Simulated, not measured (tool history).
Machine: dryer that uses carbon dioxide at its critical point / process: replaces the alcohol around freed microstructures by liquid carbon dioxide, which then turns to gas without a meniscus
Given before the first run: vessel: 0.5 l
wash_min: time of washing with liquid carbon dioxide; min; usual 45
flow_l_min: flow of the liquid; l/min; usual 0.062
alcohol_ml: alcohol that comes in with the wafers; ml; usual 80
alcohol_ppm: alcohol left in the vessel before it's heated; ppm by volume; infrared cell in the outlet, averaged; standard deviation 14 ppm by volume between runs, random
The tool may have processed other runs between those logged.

run 1 hour=0 | wash_min=45 flow_l_min=0.062 alcohol_ml=80 | alcohol_ppm=891
run 2 hour=7.3 | wash_min=45 flow_l_min=0.062 alcohol_ml=80 | alcohol_ppm=930
run 3 hour=13.9 | wash_min=45 flow_l_min=0.0551 alcohol_ml=80 | alcohol_ppm=1582
run 4 hour=20.4 | wash_min=45 flow_l_min=0.0551 alcohol_ml=80 | alcohol_ppm=1544
run 5 hour=24.8 | wash_min=45 flow_l_min=0.0551 alcohol_ml=80 | alcohol_ppm=1610
run 6 hour=28.9 | wash_min=45 flow_l_min=0.062 alcohol_ml=80 | alcohol_ppm=938
run 7 hour=36.8 | wash_min=45 flow_l_min=0.062 alcohol_ml=80 | alcohol_ppm=912
run 8 hour=46.5 | wash_min=46 flow_l_min=0.062 alcohol_ml=77 | alcohol_ppm=811
run 9 hour=53.8 | wash_min=46 flow_l_min=0.0707 alcohol_ml=77 | alcohol_ppm=406
run 10 hour=59.7 | wash_min=46 flow_l_min=0.0707 alcohol_ml=77 | alcohol_ppm=426
run 11 hour=65.5 | wash_min=36 flow_l_min=0.0888 alcohol_ml=70 | alcohol_ppm=440
run 12 hour=75.4 | wash_min=36 flow_l_min=0.0888 alcohol_ml=70 | alcohol_ppm=450

Alternative continuations, all from the tool just after run 12; predict every row:
run A hour=82 | wash_min=63 flow_l_min=0.0959 alcohol_ml=83 | alcohol_ppm=?
run B hour=82 | wash_min=45 flow_l_min=0.062 alcohol_ml=67 | alcohol_ppm=?
run C hour=82 | wash_min=45 flow_l_min=0.062 alcohol_ml=21 | alcohol_ppm=?

run=A alcohol_ppm=18
run=B alcohol_ppm=808
run=C alcohol_ppm=267
What these runs would have given with no unlogged condition in the tool:
run=A alcohol_ppm=2
run=B alcohol_ppm=715
run=C alcohol_ppm=227
